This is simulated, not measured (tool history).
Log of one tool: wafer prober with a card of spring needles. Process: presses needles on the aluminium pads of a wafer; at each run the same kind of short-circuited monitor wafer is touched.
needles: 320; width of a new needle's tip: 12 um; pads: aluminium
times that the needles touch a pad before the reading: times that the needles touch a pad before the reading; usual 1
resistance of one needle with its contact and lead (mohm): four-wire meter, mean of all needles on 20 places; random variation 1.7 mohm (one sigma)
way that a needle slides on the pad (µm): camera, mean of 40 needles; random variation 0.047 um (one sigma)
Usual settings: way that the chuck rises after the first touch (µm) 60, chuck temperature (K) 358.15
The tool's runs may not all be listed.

run    hour  way that the chuck rises after the first touch (µm)  chuck temperature (K)  times that the needles touch a pad before the reading  resistance of one needle with its contact and lead (mohm)  way that a needle slides on the pad (µm)
  1       0                                                   60                 358.15                                                      1                                                        176                                     10.56
  2    69.2                                                   60                 358.15                                                      1                                                        180                                     10.48
  3   132.5                                                   43                 358.15                                                      1                                                        181                                      7.55
  4   188.8                                                   43                 348.15                                                      1                                                        183                                      7.49
  5   242.7                                                   45                 358.15                                                      1                                                        184                                      7.85
  6   312.2                                                   60                 307.15                                                      1                                                        166                                     10.41
  7   393.6                                                   60                 358.15                                                      1                                                        176                                     10.46
  8   481.7                                                   60                 358.15                                                      1                                                        179                                      10.5
  9   563.4                                                   60                 358.15                                                      1                                                        178                                     10.55
 10   628.5                                                   60                 358.15                                                      1                                                        174                                     10.52
 11   682.9                                                   60                 358.15                                                      1                                                        177                                     10.52
 12   737.4                                                   60                 358.15                                                      1                                                        175                                     10.42
 13   800.4                                                   60                 358.15                                                      3                                                        175                                     10.51
 14   872.7                                                   60                 358.15                                                      3                                                        177                                     10.52
 15   956.6                                                   60                 358.15                                                      2                                                        178                                     10.48
 16  1012.7                                                   60                 358.15                                                      2                                                        177                                     10.58
 17  1055.4                                                   60                 358.15                                                      2                                                        174                                      10.5
 18  1146.7                                                   68                 358.15                                                      1                                                        174                                     11.92
 19  1234.8                                                   78                 358.15                                                      2                                                        172                                     13.67
 20  1275.8                                                   78                 349.15                                                      2                                                        171                                     13.67
 21  1329.5                                                   63                 358.15                                                      1                                                        179                                     10.98
 22  1402.3                                                   63                 358.15                                                      1                                                        177                                     11.13
 23    1453                                                   69                 358.15                                                      2                                                        175                                     12.03
 24  1492.8                                                   69                 358.15                                                      2                                                        175                                     12.14

Taken out of this log: 120 entries between the listed runs. Where each belongs, and how the hidden state differs across it:
Between runs 1 and 2: tips cleaned on abrasive film (hour 14.7); tips cleaned on abrasive film (hour 26.4); tips cleaned on abrasive film (hour 38.2); tips cleaned on abrasive film (hour 52.8); tips cleaned on abrasive film (hour 67.5)
  debris on the tips, nm: 0 -> 0.1
Between runs 2 and 3: tips cleaned on abrasive film (hour 81); tips cleaned on abrasive film (hour 92.8); height of the first contact set anew (hour 96); tips cleaned on abrasive film (hour 104.8); tips cleaned on abrasive film (hour 116.6); tips cleaned on abrasive film (hour 131.2)
  no hidden state differs between the two runs
Between runs 3 and 4: tips cleaned on abrasive film (hour 144.2); tips cleaned on abrasive film (hour 156); tips cleaned on abrasive film (hour 170.6); tips cleaned on abrasive film (hour 185.3)
  debris on the tips, nm: 0.1 -> 0.2
Between runs 4 and 5: tips cleaned on abrasive film (hour 197.7); tips cleaned on abrasive film (hour 209.4); tips cleaned on abrasive film (hour 224.1); tips cleaned on abrasive film (hour 235.9)
  no hidden state differs between the two runs
Between runs 5 and 6: tips cleaned on abrasive film (hour 248.6); card fitted with new needles (hour 260.6); tips cleaned on abrasive film (hour 272.4); tips cleaned on abrasive film (hour 284.2); tips cleaned on abrasive film (hour 295.9); tips cleaned on abrasive film (hour 307.7)
  tips' diameter, um: 12.02 -> 12
Between runs 6 and 7: tips cleaned on abrasive film (hour 321); tips cleaned on abrasive film (hour 332.8); tips cleaned on abrasive film (hour 347.4); tips cleaned on abrasive film (hour 359.2); tips cleaned on abrasive film (hour 373.9); tips cleaned on abrasive film (hour 388.5)
  no hidden state differs between the two runs
Between runs 7 and 8: tips cleaned on abrasive film (hour 402.4); tips cleaned on abrasive film (hour 414.2); tips cleaned on abrasive film (hour 428.8); tips cleaned on abrasive film (hour 440.6); tips cleaned on abrasive film (hour 455.3); tips cleaned on abrasive film (hour 469.9); tips cleaned on abrasive film (hour 481.7)
  debris on the tips, nm: 0.2 -> 0
Between runs 8 and 9: tips cleaned on abrasive film (hour 493.5); tips cleaned on abrasive film (hour 505.3); tips cleaned on abrasive film (hour 520); height of the first contact set anew (hour 526.1); tips cleaned on abrasive film (hour 532); tips cleaned on abrasive film (hour 543.8); tips cleaned on abrasive film (hour 558.4)
  debris on the tips, nm: 0 -> 0.2
Between runs 9 and 10: tips cleaned on abrasive film (hour 572.3); tips cleaned on abrasive film (hour 584); tips cleaned on abrasive film (hour 598.7); tips cleaned on abrasive film (hour 610.5); tips cleaned on abrasive film (hour 625.1)
  no hidden state differs between the two runs
Between runs 10 and 11: tips cleaned on abrasive film (hour 637.3); tips cleaned on abrasive film (hour 649.1); tips cleaned on abrasive film (hour 660.8); tips cleaned on abrasive film (hour 675.5)
  no hidden state differs between the two runs
Between runs 11 and 12: tips cleaned on abrasive film (hour 688.8); tips cleaned on abrasive film (hour 700.6); tips cleaned on abrasive film (hour 712.3); tips cleaned on abrasive film (hour 727)
  debris on the tips, nm: 0.2 -> 0.3
Between runs 12 and 13: tips cleaned on abrasive film (hour 740.4); tips cleaned on abrasive film (hour 755.1); tips cleaned on abrasive film (hour 766.8); tips cleaned on abrasive film (hour 778.6); tips cleaned on abrasive film (hour 790.4); height of the first contact set anew (hour 790.7)
  debris on the tips, nm: 0.3 -> 0.2
Between runs 13 and 14: tips cleaned on abrasive film (hour 803.5); tips cleaned on abrasive film (hour 818.1); tips cleaned on abrasive film (hour 829.9); tips cleaned on abrasive film (hour 841.6); tips cleaned on abrasive film (hour 856.3); tips cleaned on abrasive film (hour 868.1)
  no hidden state differs between the two runs
Between runs 14 and 15: tips cleaned on abrasive film (hour 881.5); tips cleaned on abrasive film (hour 896.2); tips cleaned on abrasive film (hour 910.8); tips cleaned on abrasive film (hour 922.6); tips cleaned on abrasive film (hour 934.3); tips cleaned on abrasive film (hour 946.1)
  no hidden state differs between the two runs
Between runs 15 and 16: tips cleaned on abrasive film (hour 959.6); tips cleaned on abrasive film (hour 971.4); tips cleaned on abrasive film (hour 986.1); tips cleaned on abrasive film (hour 1000.7); tips cleaned on abrasive film (hour 1012.5)
  debris on the tips, nm: 0.2 -> 0
Between runs 16 and 17: tips cleaned on abrasive film (hour 1024.5); tips cleaned on abrasive film (hour 1039.2); tips cleaned on abrasive film (hour 1053.8); height of the first contact set anew (hour 1055.4)
  debris on the tips, nm: 0 -> 0.1; tips' diameter, um: 12 -> 12.01
Between runs 17 and 18: tips cleaned on abrasive film (hour 1067.1); tips cleaned on abrasive film (hour 1078.9); tips cleaned on abrasive film (hour 1090.6); tips cleaned on abrasive film (hour 1105.3); tips cleaned on abrasive film (hour 1117); tips cleaned on abrasive film (hour 1128.8); tips cleaned on abrasive film (hour 1143.5)
  debris on the tips, nm: 0.1 -> 0.2
Between runs 18 and 19: tips cleaned on abrasive film (hour 1155.5); tips cleaned on abrasive film (hour 1167.2); tips cleaned on abrasive film (hour 1181.9); tips cleaned on abrasive film (hour 1193.7); tips cleaned on abrasive film (hour 1205.4); tips cleaned on abrasive film (hour 1220.1); tips cleaned on abrasive film (hour 1234.8)
  debris on the tips, nm: 0.2 -> 0
Between runs 19 and 20: tips cleaned on abrasive film (hour 1246.6); tips cleaned on abrasive film (hour 1258.4); tips cleaned on abrasive film (hour 1273)
  debris on the tips, nm: 0 -> 0.2
Between runs 20 and 21: tips cleaned on abrasive film (hour 1287.5); tips cleaned on abrasive film (hour 1299.3); tips cleaned on abrasive film (hour 1313.9); height of the first contact set anew (hour 1320.1); tips cleaned on abrasive film (hour 1326)
  no hidden state differs between the two runs
Between runs 21 and 22: tips cleaned on abrasive film (hour 1338.3); tips cleaned on abrasive film (hour 1353); tips cleaned on abrasive film (hour 1364.8); tips cleaned on abrasive film (hour 1379.4); tips cleaned on abrasive film (hour 1391.2)
  no hidden state differs between the two runs
Between runs 22 and 23: tips cleaned on abrasive film (hour 1405.3); tips cleaned on abrasive film (hour 1417); tips cleaned on abrasive film (hour 1428.8); tips cleaned on abrasive film (hour 1443.5)
  no hidden state differs between the two runs
Between runs 23 and 24: tips cleaned on abrasive film (hour 1456); tips cleaned on abrasive film (hour 1467.7); tips cleaned on abrasive film (hour 1479.5); tips cleaned on abrasive film (hour 1491.3)
  debris on the tips, nm: 0.2 -> 0.1
